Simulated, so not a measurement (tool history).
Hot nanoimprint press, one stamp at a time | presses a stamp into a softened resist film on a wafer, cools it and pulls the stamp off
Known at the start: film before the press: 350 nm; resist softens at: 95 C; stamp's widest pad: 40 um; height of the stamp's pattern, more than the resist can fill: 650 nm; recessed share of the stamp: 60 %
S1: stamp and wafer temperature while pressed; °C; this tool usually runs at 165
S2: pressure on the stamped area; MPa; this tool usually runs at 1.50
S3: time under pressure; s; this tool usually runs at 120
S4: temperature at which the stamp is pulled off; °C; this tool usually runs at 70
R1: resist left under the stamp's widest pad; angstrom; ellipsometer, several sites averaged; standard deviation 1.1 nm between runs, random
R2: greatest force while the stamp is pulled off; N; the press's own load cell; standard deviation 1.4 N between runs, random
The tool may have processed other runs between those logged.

run,hour,S1,S2,S3,S4,R1,R2
1,0.0,165,1.50,120,70,1820,102
2,27.1,165,1.39,120,70,1892,105
3,52.8,165,1.39,120,70,1908,107
4,68.9,165,1.39,120,70,1891,108
5,104.6,165,1.39,120,70,1889,108
6,126.8,165,1.50,103,70,1942,110
7,151.0,165,1.50,103,70,1945,110
8,174.9,165,1.50,103,70,1943,112
# hour 190.8: stamp cleaned and given a new release coat
9,217.0,165,1.50,103,70,1939,97
10,247.2,168,1.50,103,70,1735,96
11,262.1,165,1.50,82,70,2113,100
12,285.7,165,1.50,82,70,2100,99
13,321.1,165,1.50,120,70,1871,101
14,343.2,165,1.50,120,70,1881,107
15,370.9,165,1.50,120,70,1880,106
16,392.2,165,1.50,101,73,1987,100
17,413.6,159,1.50,101,73,2526,97
18,443.9,159,1.50,101,73,2528,102
19,458.7,159,1.50,101,73,2518,102
20,490.8,159,1.50,101,73,2538,103
21,511.0,165,1.88,120,62,1734,133
22,546.8,154,1.14,120,62,3003,135
# hour 561.1: stamp cleaned and given a new release coat
23,574.4,172,1.14,120,76,1575,84
24,605.1,165,1.50,120,66,1933,107
# hour 623.7: plate thermocouple calibrated
25,627.2,165,2.34,120,56,1500,132
26,658.4,165,2.34,125,76,1460,85
27,693.8,165,2.34,125,76,1468,85
28,711.1,171,2.34,183,77,936,83
29,728.9,154,2.03,183,55,2322,140

Difference, measured minus no-hidden-state, one row per run. Run-to-run variation is common to both terms; the gauge's own scatter need not be:
Hidden conditions of the tool in this case: true temperature over the reading, C; pressure that arrives at the usual setting, %; grip of the stamp's worn release coat, % over a new coat's; drift of the gauge itself on residual_nm, %; drift of the gauge itself on pull_off_n, %.
run,R1,R2
1,+41,+9
2,+44,+11
3,+48,+12
4,+50,+13
5,+55,+15
6,+60,+16
7,+63,+17
8,+67,+18
9,+72,+3
10,+71,+5
11,+80,+5
12,+82,+6
13,+87,+8
14,+91,+10
15,+94,+11
16,+98,+11
17,+104,+11
18,+109,+14
19,+110,+14
20,+116,+15
21,+115,+21
22,+89,+23
23,+97,+3
24,+128,+5
25,+30,+4
26,+33,+4
27,+39,+5
28,+28,+5
29,+45,+11

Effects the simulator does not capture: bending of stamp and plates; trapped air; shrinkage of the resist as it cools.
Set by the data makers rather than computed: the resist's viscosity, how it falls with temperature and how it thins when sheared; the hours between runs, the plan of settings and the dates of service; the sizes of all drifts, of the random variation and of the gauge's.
